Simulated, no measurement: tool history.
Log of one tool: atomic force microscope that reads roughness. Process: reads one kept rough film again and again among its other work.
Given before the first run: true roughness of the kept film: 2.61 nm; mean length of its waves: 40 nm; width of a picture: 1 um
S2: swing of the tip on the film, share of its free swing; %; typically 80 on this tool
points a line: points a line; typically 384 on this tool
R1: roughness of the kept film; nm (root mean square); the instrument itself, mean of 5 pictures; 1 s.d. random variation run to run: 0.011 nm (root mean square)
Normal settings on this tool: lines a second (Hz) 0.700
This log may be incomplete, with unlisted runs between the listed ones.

run 1 hour=0.0 | lines_a_second_(Hz)=0.700 S2=80 points_a_line=384 | R1=2.470
run 2 hour=17.9 | lines_a_second_(Hz)=0.700 S2=80 points_a_line=384 | R1=2.470
run 3 hour=36.4 | lines_a_second_(Hz)=0.700 S2=80 points_a_line=384 | R1=2.458
run 4 hour=61.3 | lines_a_second_(Hz)=0.700 S2=80 points_a_line=384 | R1=2.455
run 5 hour=85.4 | lines_a_second_(Hz)=0.700 S2=80 points_a_line=384 | R1=2.446
-- hour=99.5 new tip fitted
run 6 hour=105.7 | lines_a_second_(Hz)=0.700 S2=80 points_a_line=384 | R1=2.458
run 7 hour=131.1 | lines_a_second_(Hz)=0.700 S2=80 points_a_line=384 | R1=2.447
run 8 hour=147.3 | lines_a_second_(Hz)=0.700 S2=80 points_a_line=384 | R1=2.481
run 9 hour=161.2 | lines_a_second_(Hz)=0.700 S2=80 points_a_line=384 | R1=2.440
run 10 hour=176.6 | lines_a_second_(Hz)=2.692 S2=80 points_a_line=280 | R1=2.318
run 11 hour=195.9 | lines_a_second_(Hz)=1.157 S2=80 points_a_line=583 | R1=2.438
-- hour=217.3 new tip fitted
run 12 hour=220.0 | lines_a_second_(Hz)=2.295 S2=80 points_a_line=405 | R1=2.362
run 13 hour=237.3 | lines_a_second_(Hz)=2.295 S2=80 points_a_line=405 | R1=2.356
run 14 hour=255.3 | lines_a_second_(Hz)=2.297 S2=58 points_a_line=292 | R1=2.442
run 15 hour=274.1 | lines_a_second_(Hz)=2.297 S2=58 points_a_line=292 | R1=2.462
run 16 hour=287.6 | lines_a_second_(Hz)=2.297 S2=58 points_a_line=292 | R1=2.486
run 17 hour=303.0 | lines_a_second_(Hz)=2.297 S2=58 points_a_line=292 | R1=2.456

Forecast each of these 4 alternatives for the next run:
run A hour=319.9 | lines_a_second_(Hz)=0.706 S2=80 points_a_line=384 | R1=?
run B hour=319.9 | lines_a_second_(Hz)=2.554 S2=64 points_a_line=928 | R1=?
run C hour=319.9 | lines_a_second_(Hz)=0.825 S2=80 points_a_line=384 | R1=?
run D hour=319.9 | lines_a_second_(Hz)=1.127 S2=68 points_a_line=530 | R1=?

run=A R1=2.452
run=B R1=2.460
run=C R1=2.446
run=D R1=2.457
Stripped of hidden state, with their random variation kept, the same runs would have yielded:
run=A R1=2.457
run=B R1=2.465
run=C R1=2.451
run=D R1=2.462

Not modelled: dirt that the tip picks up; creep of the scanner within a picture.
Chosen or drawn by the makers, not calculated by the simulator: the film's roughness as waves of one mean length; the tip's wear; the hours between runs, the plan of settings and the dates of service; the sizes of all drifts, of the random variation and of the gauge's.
